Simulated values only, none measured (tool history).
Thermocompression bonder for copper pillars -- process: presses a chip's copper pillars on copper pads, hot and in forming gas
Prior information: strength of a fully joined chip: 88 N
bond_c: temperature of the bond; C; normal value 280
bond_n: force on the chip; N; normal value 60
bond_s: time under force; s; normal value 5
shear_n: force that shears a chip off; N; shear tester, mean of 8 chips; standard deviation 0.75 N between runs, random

| run | day | bond_c | bond_n | bond_s | shear_n |
|---|---|---|---|---|---|
| 1 | 0.000 | 280 | 60 | 5 | 61.7 |
| 2 | 0.383 | 280 | 60 | 5 | 59.9 |
| 3 | 0.838 | 258 | 60 | 5 | 52.0 |
| 4 | 1.329 | 258 | 60 | 5 | 52.3 |
| 5 | 1.992 | 258 | 60 | 5 | 52.6 |
| 6 | 2.371 | 258 | 60 | 5 | 52.5 |
| 7 | 3.000 | 258 | 60 | 5 | 50.4 |
|  | 3.154 | forming gas filter changed |
| 8 | 3.688 | 258 | 60 | 5 | 51.9 |
| 9 | 4.125 | 280 | 60 | 5 | 61.5 |
| 10 | 4.712 | 280 | 60 | 12 | 74.5 |
| 11 | 5.088 | 280 | 60 | 11 | 71.8 |
| 12 | 5.567 | 280 | 60 | 11 | 71.5 |
| 13 | 6.196 | 280 | 60 | 11 | 73.7 |
| 14 | 6.908 | 305 | 60 | 5 | 70.4 |
| 15 | 7.467 | 305 | 60 | 5 | 68.6 |
| 16 | 7.875 | 305 | 60 | 5 | 69.9 |
| 17 | 8.492 | 280 | 60 | 5 | 61.2 |
| 18 | 9.133 | 280 | 60 | 5 | 61.4 |
| 19 | 9.638 | 280 | 60 | 5 | 61.6 |
| 20 | 10.346 | 280 | 60 | 5 | 59.9 |
| 21 | 11.046 | 252 | 60 | 6 | 52.3 |
| 22 | 11.746 | 252 | 60 | 6 | 53.1 |
| 23 | 12.467 | 252 | 47 | 8 | 51.8 |
| 24 | 12.967 | 252 | 47 | 8 | 52.3 |
| 25 | 13.521 | 264 | 82 | 8 | 67.7 |
|  | 14.062 | forming gas filter changed |
| 26 | 14.246 | 310 | 60 | 10 | 80.7 |
| 27 | 14.642 | 306 | 38 | 5 | 61.3 |
| 28 | 15.038 | 306 | 38 | 5 | 61.9 |
| 29 | 15.396 | 306 | 38 | 5 | 61.0 |
| 30 | 15.862 | 280 | 60 | 8 | 69.0 |
| 31 | 16.362 | 280 | 86 | 14 | 80.2 |
| 32 | 17.112 | 301 | 39 | 3 | 52.1 |
| 33 | 17.454 | 290 | 60 | 3 | 56.7 |
| 34 | 17.775 | 289 | 78 | 6 | 71.6 |
| 35 | 18.212 | 252 | 40 | 14 | 56.9 |
| 36 | 18.550 | 280 | 81 | 12 | 79.7 |
| 37 | 19.250 | 279 | 60 | 5 | 60.0 |
| 38 | 19.704 | 279 | 60 | 5 | 59.9 |
| 39 | 20.429 | 279 | 60 | 5 | 60.5 |

Branching from run 39: 3 alternative next runs. What would each branch give?
| A | 20.892 | 298 | 62 | 4 | ? |
| B | 20.892 | 279 | 38 | 7 | ? |
| C | 20.892 | 280 | 46 | 7 | ? |

| run | shear_n |
|---|---|
| A | 64.5 |
| B | 55.9 |
| C | 59.5 |
The same runs, with their run-to-run variation unchanged, on a tool lacking any hidden condition would have given:
| run | shear_n |
|---|---|
| A | 65.0 |
| B | 56.4 |
| C | 60.0 |
